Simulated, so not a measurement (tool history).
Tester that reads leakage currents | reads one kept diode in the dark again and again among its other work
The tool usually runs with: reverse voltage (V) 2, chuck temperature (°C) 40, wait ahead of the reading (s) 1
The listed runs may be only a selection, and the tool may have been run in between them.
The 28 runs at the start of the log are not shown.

| run | hour | reverse voltage (V) | chuck temperature (°C) | wait ahead of the reading (s) | current that the tester gives (pA) |
|---|---|---|---|---|---|
| 29 | 3608.9 | 2 | 29 | 1.93 | 21.09 |
|  | 3716.8 | chuck's temperature calibrated |
| 30 | 3716.8 | 4.34 | 31 | 1.93 | 46.7 |
| 31 | 3840.3 | 4.34 | 31 | 1.93 | 46.13 |
| 32 | 3956.1 | 11.04 | 31 | 1.93 | 81.02 |
| 33 | 4064.5 | 11.04 | 31 | 1.93 | 80.24 |
| 34 | 4214.7 | 11.04 | 31 | 1.93 | 79.84 |
| 35 | 4328.9 | 11.04 | 31 | 1.93 | 80.11 |
| 36 | 4455 | 1.31 | 26 | 0.37 | 15.19 |
| 37 | 4545.9 | 1.31 | 26 | 0.37 | 14.92 |
| 38 | 4648.8 | 2 | 30 | 1 | 24.81 |

Below are 3 alternative next runs, each starting from the tool's condition after run 38. Predict each:
|  | 4673.5 | chuck's temperature calibrated |
|  | 4797.2 | tester calibrated |
| A | 4812.4 | 2 | 30 | 1 | ? |
|  | 4673.5 | chuck's temperature calibrated |
|  | 4797.2 | tester calibrated |
| B | 4812.4 | 2.22 | 40 | 2.53 | ? |
|  | 4673.5 | chuck's temperature calibrated |
|  | 4797.2 | tester calibrated |
| C | 4812.4 | 2 | 40 | 8.6 | ? |

| run | current that the tester gives (pA) |
|---|---|
| A | 29.96 |
| B | 68.72 |
| C | 64.29 |
Without the tool's hidden state the same runs would have given:
| run | current that the tester gives (pA) |
|---|---|
| A | 25.87 |
| B | 64.75 |
| C | 60.78 |
